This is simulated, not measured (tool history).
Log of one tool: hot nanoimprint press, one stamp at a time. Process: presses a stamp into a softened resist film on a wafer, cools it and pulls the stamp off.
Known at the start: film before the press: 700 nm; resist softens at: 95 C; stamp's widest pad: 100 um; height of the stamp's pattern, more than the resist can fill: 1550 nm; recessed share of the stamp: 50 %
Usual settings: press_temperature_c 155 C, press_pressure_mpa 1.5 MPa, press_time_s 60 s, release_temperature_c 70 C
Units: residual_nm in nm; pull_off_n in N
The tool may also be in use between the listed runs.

run 1 hour=0 | press_temperature_c=155 press_pressure_mpa=1.5 press_time_s=60 release_temperature_c=70 | residual_nm=364.7 pull_off_n=209
run 2 hour=14.1 | press_temperature_c=155 press_pressure_mpa=1.5 press_time_s=73 release_temperature_c=70 | residual_nm=341.9 pull_off_n=218
run 3 hour=29.6 | press_temperature_c=155 press_pressure_mpa=1.5 press_time_s=73 release_temperature_c=70 | residual_nm=340.4 pull_off_n=224
run 4 hour=51.1 | press_temperature_c=155 press_pressure_mpa=1.5 press_time_s=60 release_temperature_c=70 | residual_nm=363.9 pull_off_n=223
run 5 hour=70.6 | press_temperature_c=155 press_pressure_mpa=1.15 press_time_s=60 release_temperature_c=70 | residual_nm=402.3 pull_off_n=235
run 6 hour=86.1 | press_temperature_c=155 press_pressure_mpa=1.15 press_time_s=60 release_temperature_c=70 | residual_nm=400.7 pull_off_n=226
run 7 hour=95.8 | press_temperature_c=155 press_pressure_mpa=1.15 press_time_s=60 release_temperature_c=70 | residual_nm=400.4 pull_off_n=230
run 8 hour=110.9 | press_temperature_c=155 press_pressure_mpa=1.5 press_time_s=34 release_temperature_c=70 | residual_nm=435.4 pull_off_n=236
run 9 hour=123.9 | press_temperature_c=155 press_pressure_mpa=1.5 press_time_s=34 release_temperature_c=70 | residual_nm=430.2 pull_off_n=236
run 10 hour=141.9 | press_temperature_c=155 press_pressure_mpa=1.5 press_time_s=34 release_temperature_c=70 | residual_nm=433.8 pull_off_n=189
run 11 hour=162.2 | press_temperature_c=155 press_pressure_mpa=1.5 press_time_s=34 release_temperature_c=70 | residual_nm=429.1 pull_off_n=188
run 12 hour=177.6 | press_temperature_c=155 press_pressure_mpa=1.5 press_time_s=60 release_temperature_c=70 | residual_nm=362.5 pull_off_n=195
run 13 hour=189.6 | press_temperature_c=155 press_pressure_mpa=1.5 press_time_s=60 release_temperature_c=70 | residual_nm=358.4 pull_off_n=192
run 14 hour=212.6 | press_temperature_c=155 press_pressure_mpa=1.5 press_time_s=60 release_temperature_c=70 | residual_nm=357.2 pull_off_n=194
run 15 hour=228.4 | press_temperature_c=155 press_pressure_mpa=1.5 press_time_s=60 release_temperature_c=70 | residual_nm=359.2 pull_off_n=203
run 16 hour=241.7 | press_temperature_c=155 press_pressure_mpa=1.5 press_time_s=60 release_temperature_c=70 | residual_nm=356.5 pull_off_n=204
run 17 hour=256.5 | press_temperature_c=166 press_pressure_mpa=1.24 press_time_s=65 release_temperature_c=59 | residual_nm=246.1 pull_off_n=237
run 18 hour=273.1 | press_temperature_c=166 press_pressure_mpa=1.24 press_time_s=65 release_temperature_c=59 | residual_nm=247 pull_off_n=249
run 19 hour=289 | press_temperature_c=156 press_pressure_mpa=1.5 press_time_s=64 release_temperature_c=70 | residual_nm=333.9 pull_off_n=200
run 20 hour=305.2 | press_temperature_c=156 press_pressure_mpa=1.5 press_time_s=64 release_temperature_c=70 | residual_nm=333.2 pull_off_n=211
run 21 hour=321.1 | press_temperature_c=163 press_pressure_mpa=0.94 press_time_s=44 release_temperature_c=57 | residual_nm=355.6 pull_off_n=268
run 22 hour=342 | press_temperature_c=159 press_pressure_mpa=1.5 press_time_s=60 release_temperature_c=59 | residual_nm=301.5 pull_off_n=259
run 23 hour=365.4 | press_temperature_c=167 press_pressure_mpa=1.7 press_time_s=35 release_temperature_c=71 | residual_nm=262.1 pull_off_n=215
run 24 hour=389.2 | press_temperature_c=153 press_pressure_mpa=1.5 press_time_s=60 release_temperature_c=70 | residual_nm=416.2 pull_off_n=233
run 25 hour=406.6 | press_temperature_c=161 press_pressure_mpa=1.5 press_time_s=60 release_temperature_c=70 | residual_nm=303.8 pull_off_n=217
run 26 hour=423.9 | press_temperature_c=155 press_pressure_mpa=1.48 press_time_s=36 release_temperature_c=71 | residual_nm=451.9 pull_off_n=229
run 27 hour=437.3 | press_temperature_c=155 press_pressure_mpa=1.5 press_time_s=60 release_temperature_c=72 | residual_nm=379.9 pull_off_n=227
run 28 hour=452.6 | press_temperature_c=160 press_pressure_mpa=1.84 press_time_s=89 release_temperature_c=78 | residual_nm=245.8 pull_off_n=208
run 29 hour=472.1 | press_temperature_c=160 press_pressure_mpa=1.84 press_time_s=89 release_temperature_c=78 | residual_nm=243.4 pull_off_n=205
run 30 hour=488.9 | press_temperature_c=155 press_pressure_mpa=1.5 press_time_s=60 release_temperature_c=66 | residual_nm=384.9 pull_off_n=252
run 31 hour=515.4 | press_temperature_c=155 press_pressure_mpa=1.5 press_time_s=34 release_temperature_c=70 | residual_nm=458.7 pull_off_n=191

Taken out of this log: 3 entries between the listed runs. Where each belongs, and how the hidden state differs across it:
Between runs 9 and 10: stamp cleaned and given a new release coat (hour 141.9)
  true temperature over the reading, C: 1.43 -> 1.46; pressure that arrives at the usual setting, %: 98.97 -> 98.94; grip of the stamp's worn release coat, % over a new coat's: 23.2 -> 0
  measured less the result without the state, residual_nm: -18.8 -> -19.4 nm; pull_off_n: +40 -> -5 N
Between runs 23 and 24: plate thermocouple calibrated (hour 376.7)
  true temperature over the reading, C: 2.01 -> -0.14; pressure that arrives at the usual setting, %: 98.44 -> 98.4; grip of the stamp's worn release coat, % over a new coat's: 15 -> 16.4
  measured less the result without the state, residual_nm: -18 -> +4.6 nm; pull_off_n: +21 -> +34 N
Between runs 30 and 31: stamp cleaned and given a new release coat (hour 509.6)
  true temperature over the reading, C: 0.11 -> 0.16; pressure that arrives at the usual setting, %: 98.19 -> 98.15; grip of the stamp's worn release coat, % over a new coat's: 23.1 -> 0.4
  measured less the result without the state, residual_nm: +1.2 -> +0.5 nm; pull_off_n: +47 -> +0 N
